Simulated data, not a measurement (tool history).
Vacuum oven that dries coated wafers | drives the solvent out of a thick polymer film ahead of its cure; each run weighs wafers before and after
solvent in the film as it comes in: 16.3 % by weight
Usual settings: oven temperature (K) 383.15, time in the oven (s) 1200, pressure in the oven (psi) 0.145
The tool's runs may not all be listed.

Run 1, hour 0.0: usual settings. Result: solvent left in the film (%) 1.78.
Run 2, hour 8.0: usual settings. Result: solvent left in the film (%) 1.81.
Run 3, hour 17.3: usual settings but oven temperature (K) 376.15. Result: solvent left in the film (%) 3.38.
Run 4, hour 28.9: usual settings but oven temperature (K) 376.15. Result: solvent left in the film (%) 3.46.
Run 5, hour 43.4: usual settings but oven temperature (K) 376.15. Result: solvent left in the film (%) 3.42.
Run 6, hour 50.8: usual settings but oven temperature (K) 370.15. Result: solvent left in the film (%) 5.27.
Run 7, hour 64.5: usual settings but oven temperature (K) 370.15. Result: solvent left in the film (%) 5.27.
Run 8, hour 76.9: usual settings but oven temperature (K) 370.15. Result: solvent left in the film (%) 5.28.
Run 9, hour 89.4: usual settings but oven temperature (K) 370.15. Result: solvent left in the film (%) 5.27.
At hour 92.1: vacuum gauge cleaned of residue and calibrated.
Run 10, hour 98.9: usual settings but time in the oven (s) 600. Result: solvent left in the film (%) 4.44.
Run 11, hour 106.6: usual settings but time in the oven (s) 600. Result: solvent left in the film (%) 4.47.
Run 12, hour 120.7: usual settings but time in the oven (s) 600. Result: solvent left in the film (%) 4.46.
Run 13, hour 131.0: usual settings but time in the oven (s) 840. Result: solvent left in the film (%) 3.04.
Run 14, hour 146.0: usual settings but oven temperature (K) 392.15. Result: solvent left in the film (%) 0.72.
Run 15, hour 156.5: usual settings. Result: solvent left in the film (%) 1.79.
At hour 172.6: vacuum gauge cleaned of residue and calibrated, once more.
Run 16, hour 176.0: usual settings but pressure in the oven (psi) 0.126. Result: solvent left in the film (%) 1.61.
Run 17, hour 187.6: usual settings but pressure in the oven (psi) 0.126. Result: solvent left in the film (%) 1.61.
Run 18, hour 205.9: usual settings but oven temperature (K) 379.15, pressure in the oven (psi) 0.229. Result: solvent left in the film (%) 2.87.
Run 19, hour 220.9: usual settings but oven temperature (K) 372.15, pressure in the oven (psi) 0.128. Result: solvent left in the film (%) 4.39.
Run 20, hour 234.3: usual settings but oven temperature (K) 372.15, pressure in the oven (psi) 0.128. Result: solvent left in the film (%) 4.42.
Run 21, hour 249.8: usual settings but oven temperature (K) 381.15, time in the oven (s) 840, pressure in the oven (psi) 0.128. Result: solvent left in the film (%) 3.33.
At hour 254.4: oven's thermocouples calibrated.
Run 22, hour 262.4: usual settings but oven temperature (K) 387.15, time in the oven (s) 660, pressure in the oven (psi) 0.231. Result: solvent left in the film (%) 3.63.
Run 23, hour 275.9: usual settings but oven temperature (K) 387.15, time in the oven (s) 660, pressure in the oven (psi) 0.231. Result: solvent left in the film (%) 3.64.
Run 24, hour 293.3: usual settings but oven temperature (K) 374.15, time in the oven (s) 1500, pressure in the oven (psi) 0.231. Result: solvent left in the film (%) 3.98.
Run 25, hour 310.6: usual settings but oven temperature (K) 382.15, time in the oven (s) 720, pressure in the oven (psi) 0.077. Result: solvent left in the film (%) 4.15.
Run 26, hour 320.9: usual settings but oven temperature (K) 389.15, time in the oven (s) 720, pressure in the oven (psi) 0.555. Result: solvent left in the film (%) 3.70.
Run 27, hour 332.6: usual settings but time in the oven (s) 1980, pressure in the oven (psi) 0.261. Result: solvent left in the film (%) 1.48.
Run 28, hour 342.4: usual settings but oven temperature (K) 381.15. Result: solvent left in the film (%) 2.54.
Run 29, hour 352.2: usual settings but oven temperature (K) 368.15, pressure in the oven (psi) 0.215. Result: solvent left in the film (%) 6.77.
Run 30, hour 370.1: usual settings but oven temperature (K) 385.15, time in the oven (s) 600, pressure in the oven (psi) 0.323. Result: solvent left in the film (%) 4.86.
Run 31, hour 388.1: usual settings but oven temperature (K) 376.15, time in the oven (s) 1380, pressure in the oven (psi) 0.274. Result: solvent left in the film (%) 3.90.
Run 32, hour 403.1: usual settings but oven temperature (K) 396.15, time in the oven (s) 1860, pressure in the oven (psi) 0.203. Result: solvent left in the film (%) 0.60.

5 ways to go on from here, each from the tool as it stands after run 32. What would each give?
Run A, hour 421.4: usual settings but oven temperature (K) 393.15, pressure in the oven (psi) 0.203. Result: solvent left in the film (%) ?.
Run B, hour 421.4: usual settings but oven temperature (K) 382.15, time in the oven (s) 1920, pressure in the oven (psi) 0.247. Result: solvent left in the film (%) ?.
Run C, hour 421.4: usual settings but oven temperature (K) 370.15, time in the oven (s) 1860, pressure in the oven (psi) 0.206. Result: solvent left in the film (%) ?.
Run D, hour 421.4: usual settings but oven temperature (K) 391.15, time in the oven (s) 1860, pressure in the oven (psi) 0.203. Result: solvent left in the film (%) ?.
Run E, hour 421.4: usual settings but oven temperature (K) 396.15, time in the oven (s) 1440, pressure in the oven (psi) 0.203. Result: solvent left in the film (%) ?.

run  solvent left in the film (%)
  A                          0.87
  B                          1.59
  C                          4.12
  D                          0.70
  E                          0.65
Without the tool's hidden state the same runs would have given:
run  solvent left in the film (%)
  A                          0.89
  B                          1.63
  C                          4.25
  D                          0.69
  E                          0.65

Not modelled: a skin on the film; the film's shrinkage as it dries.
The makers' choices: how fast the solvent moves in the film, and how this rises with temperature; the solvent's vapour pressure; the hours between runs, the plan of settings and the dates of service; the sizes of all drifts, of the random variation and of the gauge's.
